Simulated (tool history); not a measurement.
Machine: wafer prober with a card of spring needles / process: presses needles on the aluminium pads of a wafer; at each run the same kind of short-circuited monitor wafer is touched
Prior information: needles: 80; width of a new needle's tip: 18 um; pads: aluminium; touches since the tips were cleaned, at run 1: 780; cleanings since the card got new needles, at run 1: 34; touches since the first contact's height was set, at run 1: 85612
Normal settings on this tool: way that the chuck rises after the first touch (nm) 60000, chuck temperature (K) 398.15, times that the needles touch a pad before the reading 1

run	hour	way that the chuck rises after the first touch (nm)	chuck temperature (K)	times that the needles touch a pad before the reading	touches since the tips were cleaned	cleanings since the card got new needles	touches since the first contact's height was set	resistance of one needle with its contact and lead (mohm)	way that a needle slides on the pad (nm)
1	0.0	60000	398.15	1	780	34	85612	205	11210
# hour 4.9: tips cleaned on abrasive film
2	7.3	60000	398.15	2	843	35	88129	170	10890
# hour 12.1: tips cleaned on abrasive film
3	12.3	60000	398.15	1	67	36	89832	142	11280
4	17.8	60000	398.15	1	2000	36	91765	278	11020
# hour 19.0: tips cleaned on abrasive film
5	23.9	60000	398.15	2	1727	37	93863	205	11070
# hour 26.0: tips cleaned on abrasive film
# hour 32.7: tips cleaned on abrasive film
6	32.8	71000	398.15	1	19	39	96889	130	13220
7	38.8	60000	398.15	2	2138	39	99008	219	10910
# hour 39.4: tips cleaned on abrasive film
8	44.7	60000	398.15	1	1838	40	101016	260	11210
# hour 46.3: tips cleaned on abrasive film
# hour 52.8: tips cleaned on abrasive film
9	52.8	60000	398.15	1	0	42	103796	147	10950
# hour 59.8: tips cleaned on abrasive film
10	60.0	60000	398.15	1	77	43	106266	151	10750
11	66.1	60000	398.15	1	2209	43	108398	293	11020
# hour 66.6: tips cleaned on abrasive film
12	72.4	60000	392.15	1	2004	44	110559	280	11250
# hour 73.3: tips cleaned on abrasive film
13	77.1	60000	392.15	1	1345	45	112184	251	10970
# hour 79.9: tips cleaned on abrasive film
14	84.3	60000	398.15	1	1534	46	114665	252	10860
# hour 87.1: tips cleaned on abrasive film
# hour 93.8: tips cleaned on abrasive film
15	93.8	49000	386.15	2	0	48	117904	144	8740
# hour 100.6: tips cleaned on abrasive film
16	102.8	69000	317.15	2	743	49	121017	146	12720
# hour 107.2: tips cleaned on abrasive film
17	107.4	69000	317.15	2	74	50	122601	124	12640
# hour 114.2: tips cleaned on abrasive film
18	114.3	69000	317.15	2	42	51	124987	122	12690
# hour 120.9: tips cleaned on abrasive film
19	123.3	60000	398.15	2	826	52	128074	177	10840
# hour 128.0: tips cleaned on abrasive film
20	131.3	79000	336.15	1	1183	53	130869	185	14670
# hour 134.9: tips cleaned on abrasive film
21	139.3	79000	336.15	1	1549	54	133621	203	14500
# hour 141.5: tips cleaned on abrasive film
22	145.4	79000	336.15	1	1374	55	135715	195	14550
# hour 148.4: tips cleaned on abrasive film
23	152.4	79000	336.15	1	1407	56	138138	200	14360
# hour 155.0: tips cleaned on abrasive film
24	157.5	60000	306.15	2	878	57	139882	176	10700
# hour 161.7: tips cleaned on abrasive film
25	163.9	60000	306.15	2	785	58	142084	179	10720
# hour 168.7: tips cleaned on abrasive film
26	169.2	60000	306.15	2	156	59	143877	134	10660
# hour 175.4: tips cleaned on abrasive film
27	177.5	60000	306.15	2	721	60	146748	165	10880
# hour 182.0: tips cleaned on abrasive film
28	183.3	60000	306.15	2	438	61	148750	155	10760

Results for each run, recomputed without the tool's hidden state and with each run's random variation untouched:
Hidden state present: debris on the tips, nm; way that the needles fall short of the set height, um; tips' diameter, um; drift of the gauge itself on contact_mohm, %; drift of the gauge itself on scrub_um, %.
run	resistance of one needle with its contact and lead (mohm)	way that a needle slides on the pad (nm)
1	127	11810
2	126	11500
3	124	11910
4	128	11650
5	125	11720
6	121	13910
7	127	11610
8	124	11930
9	126	11690
10	128	11510
11	125	11790
12	128	12040
13	127	11770
14	124	11670
15	129	9580
16	111	13600
17	110	13520
18	110	13590
19	125	11760
20	112	15620
21	112	15460
22	114	15540
23	111	15340
24	113	11720
25	112	11760
26	111	11710
27	110	11980
28	111	11860

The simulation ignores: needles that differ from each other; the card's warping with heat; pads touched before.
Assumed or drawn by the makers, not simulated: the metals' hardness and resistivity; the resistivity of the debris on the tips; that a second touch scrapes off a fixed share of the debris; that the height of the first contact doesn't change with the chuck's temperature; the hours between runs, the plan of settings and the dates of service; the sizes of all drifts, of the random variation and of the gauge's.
